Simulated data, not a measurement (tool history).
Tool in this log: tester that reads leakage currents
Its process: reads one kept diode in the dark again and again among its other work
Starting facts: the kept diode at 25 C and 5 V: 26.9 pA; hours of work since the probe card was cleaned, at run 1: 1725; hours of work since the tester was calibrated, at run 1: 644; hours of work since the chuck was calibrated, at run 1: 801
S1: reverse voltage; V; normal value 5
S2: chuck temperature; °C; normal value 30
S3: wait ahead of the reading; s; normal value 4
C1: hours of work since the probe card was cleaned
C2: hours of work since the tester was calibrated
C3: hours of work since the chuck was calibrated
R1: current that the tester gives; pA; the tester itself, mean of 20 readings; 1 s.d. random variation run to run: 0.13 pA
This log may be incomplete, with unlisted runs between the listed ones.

run 1 hour=0 | S1=5 S2=30 S3=4 | C1=1725 C2=644 C3=801 | R1=43.03
run 2 hour=38.9 | S1=5 S2=30 S3=4 | C1=1742 C2=660 C3=817 | R1=42.87
run 3 hour=75.1 | S1=5 S2=30 S3=4 | C1=1757 C2=675 C3=833 | R1=42.99
run 4 hour=111.4 | S1=5 S2=30 S3=4 | C1=1772 C2=691 C3=848 | R1=42.56
run 5 hour=147.8 | S1=5 S2=30 S3=4 | C1=1788 C2=706 C3=863 | R1=42.96
run 6 hour=177.8 | S1=5 S2=30 S3=4 | C1=1800 C2=719 C3=876 | R1=42.67
run 7 hour=225.6 | S1=5 S2=30 S3=4 | C1=1820 C2=739 C3=896 | R1=42.81
run 8 hour=251.8 | S1=5 S2=30 S3=4 | C1=1831 C2=750 C3=907 | R1=42.91
run 9 hour=280.4 | S1=5 S2=30 S3=4 | C1=1844 C2=762 C3=919 | R1=42.7
run 10 hour=304.4 | S1=5 S2=30 S3=4 | C1=1854 C2=772 C3=929 | R1=42.82
run 11 hour=329 | S1=5 S2=30 S3=4 | C1=1864 C2=783 C3=940 | R1=42.92
run 12 hour=365.8 | S1=5 S2=30 S3=4 | C1=1880 C2=798 C3=955 | R1=42.7
run 13 hour=401.9 | S1=5 S2=30 S3=9.4 | C1=1895 C2=813 C3=971 | R1=42.67
run 14 hour=437.6 | S1=5 S2=30 S3=9.4 | C1=1910 C2=828 C3=986 | R1=42.66
run 15 hour=460.7 | S1=5 S2=30 S3=9.4 | C1=1920 C2=838 C3=995 | R1=42.69
run 16 hour=497 | S1=5 S2=30 S3=9.4 | C1=1935 C2=854 C3=1011 | R1=42.66
run 17 hour=518.9 | S1=5 S2=30 S3=9.4 | C1=1944 C2=863 C3=1020 | R1=42.46
run 18 hour=546.7 | S1=5 S2=30 S3=9.4 | C1=1956 C2=875 C3=1032 | R1=42.6
run 19 hour=582.8 | S1=5 S2=30 S3=9.4 | C1=1971 C2=890 C3=1047 | R1=42.7
run 20 hour=607.8 | S1=5 S2=30 S3=1.66 | C1=1982 C2=900 C3=1057 | R1=43.73
run 21 hour=637.6 | S1=5 S2=30 S3=4.8 | C1=1994 C2=913 C3=1070 | R1=42.67
run 22 hour=665.5 | S1=5 S2=30 S3=4.8 | C1=2006 C2=925 C3=1082 | R1=42.71
run 23 hour=699.3 | S1=1.67 S2=22 S3=4.8 | C1=2020 C2=939 C3=1096 | R1=13.36
run 24 hour=719.9 | S1=1.67 S2=22 S3=4.8 | C1=2029 C2=948 C3=1105 | R1=13.26
run 25 hour=744.8 | S1=1.67 S2=22 S3=4.8 | C1=2040 C2=958 C3=1115 | R1=13.39
run 26 hour=777.9 | S1=1.67 S2=22 S3=4.8 | C1=2054 C2=972 C3=1129 | R1=13.27
run 27 hour=815.4 | S1=1.67 S2=22 S3=0.74 | C1=2069 C2=988 C3=1145 | R1=13.92
run 28 hour=850.9 | S1=2.33 S2=25 S3=0.9 | C1=2084 C2=1003 C3=1160 | R1=20.58
run 29 hour=896.8 | S1=8.71 S2=25 S3=0.45 | C1=2104 C2=1022 C3=1179 | R1=48.88
run 30 hour=927.8 | S1=1.92 S2=47 S3=4.98 | C1=2117 C2=1035 C3=1193 | R1=81.16
run 31 hour=948.7 | S1=17.79 S2=30 S3=4 | C1=2126 C2=1044 C3=1201 | R1=91.44
run 32 hour=986.8 | S1=5.61 S2=34 S3=4 | C1=2142 C2=1060 C3=1217 | R1=59.68
run 33 hour=1016.2 | S1=5.61 S2=34 S3=6 | C1=2154 C2=1073 C3=1230 | R1=59.58
run 34 hour=1043.5 | S1=5.61 S2=34 S3=6 | C1=2166 C2=1084 C3=1241 | R1=59.37
run 35 hour=1090.7 | S1=1.23 S2=35 S3=0.73 | C1=2186 C2=1104 C3=1261 | R1=28.46
run 36 hour=1112.4 | S1=1.23 S2=35 S3=0.4 | C1=2195 C2=1113 C3=1271 | R1=28.84
run 37 hour=1133.3 | S1=6.42 S2=34 S3=0.4 | C1=2204 C2=1122 C3=1279 | R1=68.43
run 38 hour=1161.8 | S1=5 S2=33 S3=4 | C1=2216 C2=1134 C3=1291 | R1=52.31
run 39 hour=1183.2 | S1=4.9 S2=33 S3=0.31 | C1=2225 C2=1143 C3=1300 | R1=55.9
run 40 hour=1222.7 | S1=1.04 S2=30 S3=0.31 | C1=2241 C2=1160 C3=1317 | R1=18.82

Pick out some run-to-run changes in R1. Of each, how much would a tool without hidden state show as well, from the settings, what came in and chance, and how much is left for the hidden state and any gauge scatter not in both results compared?
Hidden state at play: stray current of the dirty probe card, pA a volt; current scale over the true one, %; true chuck temperature over the reading, C; drift of the gauge itself on leakage_pa, %.
Run 29 -> 30: S1 8.71 -> 1.92, S2 25 -> 47, S3 0.45 -> 4.98. R1 +32.28 pA: hidden state -11.1, all else +43.38.
Run 30 -> 31: S1 1.92 -> 17.79, S2 47 -> 30, S3 4.98 -> 4. R1 +10.28 pA: hidden state +18.79, all else -8.51.
Run 31 -> 32: S1 17.79 -> 5.61, S2 30 -> 34. R1 -31.76 pA: hidden state -12.84, all else -18.92.
Run 36 -> 37: S1 1.23 -> 6.42, S2 35 -> 34. R1 +39.59 pA: hidden state +3.64, all else +35.95.
Run 39 -> 40: S1 4.9 -> 1.04, S2 33 -> 30. R1 -37.08 pA: hidden state -2.16, all else -34.92.

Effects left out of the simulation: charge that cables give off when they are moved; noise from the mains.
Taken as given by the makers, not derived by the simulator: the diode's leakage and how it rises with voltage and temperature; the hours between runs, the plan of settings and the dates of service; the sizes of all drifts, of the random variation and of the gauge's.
